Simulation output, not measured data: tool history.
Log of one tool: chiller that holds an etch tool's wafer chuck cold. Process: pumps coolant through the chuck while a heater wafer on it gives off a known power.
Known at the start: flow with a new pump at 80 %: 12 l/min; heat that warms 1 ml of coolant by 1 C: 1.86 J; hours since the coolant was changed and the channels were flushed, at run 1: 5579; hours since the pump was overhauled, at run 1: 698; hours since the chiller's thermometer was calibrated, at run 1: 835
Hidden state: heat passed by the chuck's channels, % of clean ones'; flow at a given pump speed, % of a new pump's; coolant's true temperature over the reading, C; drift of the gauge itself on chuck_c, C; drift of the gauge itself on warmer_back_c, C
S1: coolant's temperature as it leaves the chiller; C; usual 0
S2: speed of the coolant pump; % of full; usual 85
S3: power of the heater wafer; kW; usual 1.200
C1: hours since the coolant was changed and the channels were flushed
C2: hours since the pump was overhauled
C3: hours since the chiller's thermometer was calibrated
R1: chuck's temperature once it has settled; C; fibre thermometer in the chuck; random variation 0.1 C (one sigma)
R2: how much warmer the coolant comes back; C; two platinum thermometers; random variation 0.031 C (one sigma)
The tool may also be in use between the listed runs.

run,hour,S1,S2,S3,C1,C2,C3,R1,R2
1,0.0,0,85,1.200,5579,698,835,11.1,3.11
2,24.8,0,85,1.200,5604,723,860,11.2,3.09
3,54.9,0,85,1.200,5634,753,890,11.2,3.03
4,85.3,0,85,1.200,5665,784,921,11.1,3.06
5,101.7,0,85,1.200,5681,800,937,11.0,3.05
6,124.0,0,85,1.200,5703,822,959,11.1,3.03
7,151.4,0,85,1.200,5731,850,987,11.1,3.00
8,167.0,0,85,1.200,5746,865,1002,11.2,3.08
9,200.5,0,85,1.200,5780,899,1036,11.0,3.04
10,220.4,0,85,1.200,5800,919,1056,11.3,3.09
11,247.7,0,85,1.200,5827,946,1083,11.1,3.09
12,276.7,0,85,1.200,5856,975,1112,11.1,3.08
13,305.9,0,85,1.200,5885,1004,1141,11.3,3.09
14,332.9,0,85,1.200,5912,1031,1168,11.2,3.08
15,357.5,0,85,1.200,5937,1056,1193,11.1,3.07
16,386.2,0,85,1.200,5966,1085,1222,11.3,3.05
17,415.7,0,80,1.200,5995,1114,1251,11.5,3.27
18,433.6,0,82,1.200,6013,1132,1269,11.5,3.13
19,457.7,0,82,1.200,6037,1156,1293,11.5,3.17
20,472.3,0,82,1.200,6052,1171,1308,11.4,3.20
21,487.6,0,82,1.200,6067,1186,1323,11.5,3.21
22,507.5,-6,85,0.968,6087,1206,1343,3.1,2.53
23,533.6,-6,85,0.968,6113,1232,1369,3.2,2.50
24,567.4,8,85,0.973,6147,1266,1403,17.0,2.51
25,601.2,8,85,0.973,6181,1300,1437,17.1,2.52
26,631.4,8,85,0.973,6211,1330,1467,17.1,2.58
27,660.7,8,85,0.973,6240,1359,1496,17.2,2.51
28,686.8,9,84,1.585,6266,1385,1522,24.1,4.14
29,713.0,9,85,1.200,6292,1411,1548,20.4,3.10
30,729.5,-6,92,1.588,6309,1428,1565,8.0,3.74
31,749.0,-6,92,1.588,6328,1447,1584,8.1,3.78
32,775.6,0,62,0.942,6355,1474,1611,11.1,3.39

Forecast each of these 4 alternatives for the next run:
A,790.9,0,62,1.221,6370,1489,1626,?,?
B,790.9,-5,82,0.644,6370,1489,1626,?,?
C,790.9,10,62,0.942,6370,1489,1626,?,?
D,790.9,0,84,0.942,6370,1489,1626,?,?

run,R1,R2
A,14.4,4.41
B,1.0,1.74
C,21.2,3.44
D,8.8,2.50
Without the tool's hidden state the same runs would have given:
run,R1,R2
A,13.0,4.31
B,0.4,1.70
C,20.1,3.37
D,7.9,2.44
